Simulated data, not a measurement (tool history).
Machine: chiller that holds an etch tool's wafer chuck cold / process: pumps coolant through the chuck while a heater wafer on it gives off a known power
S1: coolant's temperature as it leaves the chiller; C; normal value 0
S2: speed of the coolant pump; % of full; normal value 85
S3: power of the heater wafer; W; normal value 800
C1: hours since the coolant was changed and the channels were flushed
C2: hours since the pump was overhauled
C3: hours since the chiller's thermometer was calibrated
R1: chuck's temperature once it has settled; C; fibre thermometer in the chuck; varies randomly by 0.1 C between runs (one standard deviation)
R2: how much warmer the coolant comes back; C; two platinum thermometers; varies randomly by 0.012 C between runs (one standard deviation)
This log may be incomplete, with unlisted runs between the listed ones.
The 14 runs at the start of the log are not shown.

Run 15, hour 319.4: usual settings but S2 84 % of full; C1 3965; C2 95; C3 3009. Result: R1 9.0 C, R2 2.59 C.
At hour 337.1: coolant pump overhauled, once more.
Run 16, hour 347.2: usual settings but S2 90 % of full; C1 3988; C2 10; C3 3032. Result: R1 8.5 C, R2 2.39 C.
Run 17, hour 377.2: usual settings but S2 91 % of full, S3 850 W; C1 4018; C2 40; C3 3062. Result: R1 8.8 C, R2 2.53 C.
Run 18, hour 404.0: usual settings but S1 -3 C, S2 75 % of full, S3 838 W; C1 4045; C2 67; C3 3089. Result: R1 7.3 C, R2 3.06 C.
Run 19, hour 434.7: usual settings but S3 415 W; C1 4075; C2 98; C3 3119. Result: R1 4.7 C, R2 1.32 C.
Run 20, hour 448.3: usual settings but S2 86 % of full, S3 464 W; C1 4089; C2 111; C3 3133. Result: R1 4.9 C, R2 1.46 C.
Run 21, hour 472.3: usual settings but S2 86 % of full, S3 464 W; C1 4113; C2 135; C3 3157. Result: R1 4.9 C, R2 1.46 C.
Run 22, hour 500.3: usual settings but S2 86 % of full, S3 464 W; C1 4141; C2 163; C3 3185. Result: R1 5.0 C, R2 1.45 C.
Run 23, hour 524.6: usual settings but S2 86 % of full, S3 464 W; C1 4165; C2 188; C3 3209. Result: R1 5.2 C, R2 1.46 C.
Run 24, hour 545.4: usual settings but S2 86 % of full, S3 464 W; C1 4186; C2 208; C3 3230. Result: R1 4.8 C, R2 1.47 C.
Run 25, hour 563.1: usual settings but S1 -4 C, S2 69 % of full, S3 715 W; C1 4204; C2 226; C3 3248. Result: R1 5.6 C, R2 2.88 C.
Run 26, hour 584.2: usual settings but S2 95 % of full, S3 547 W; C1 4225; C2 247; C3 3269. Result: R1 5.5 C, R2 1.55 C.
Run 27, hour 605.8: usual settings but S2 93 % of full; C1 4247; C2 269; C3 3290. Result: R1 8.4 C, R2 2.32 C.
Run 28, hour 629.3: usual settings but S1 8 C, S2 83 % of full, S3 731 W; C1 4270; C2 292; C3 3314. Result: R1 16.4 C, R2 2.39 C.
Run 29, hour 652.5: usual settings but S1 8 C, S2 68 % of full, S3 403 W; C1 4293; C2 315; C3 3337. Result: R1 13.5 C, R2 1.64 C.
Run 30, hour 669.1: usual settings but S1 3 C, S2 83 % of full, S3 458 W; C1 4310; C2 332; C3 3354. Result: R1 8.1 C, R2 1.50 C.
Run 31, hour 685.3: usual settings but S1 3 C, S2 83 % of full, S3 466 W; C1 4326; C2 348; C3 3370. Result: R1 8.1 C, R2 1.53 C.

Below are 3 alternative next runs, each starting from the tool's condition after run 31. Predict each:
Run A, hour 708.8: usual settings but S1 6 C, S2 73 % of full, S3 584 W; C1 4349; C2 372; C3 3393. Result: R1 ?, R2 ?.
Run B, hour 708.8: usual settings but S1 -4 C, S2 64 % of full; C1 4349; C2 372; C3 3393. Result: R1 ?, R2 ?.
Run C, hour 708.8: usual settings but S1 7 C, S2 98 % of full, S3 466 W; C1 4349; C2 372; C3 3393. Result: R1 ?, R2 ?.

run    R1    R2
  A  13.6  2.21
  B   7.3  3.47
  C  11.7  1.28
Without the tool's hidden state the same runs would have given:
run    R1    R2
  A  12.8  2.20
  B   6.1  3.45
  C  11.3  1.27

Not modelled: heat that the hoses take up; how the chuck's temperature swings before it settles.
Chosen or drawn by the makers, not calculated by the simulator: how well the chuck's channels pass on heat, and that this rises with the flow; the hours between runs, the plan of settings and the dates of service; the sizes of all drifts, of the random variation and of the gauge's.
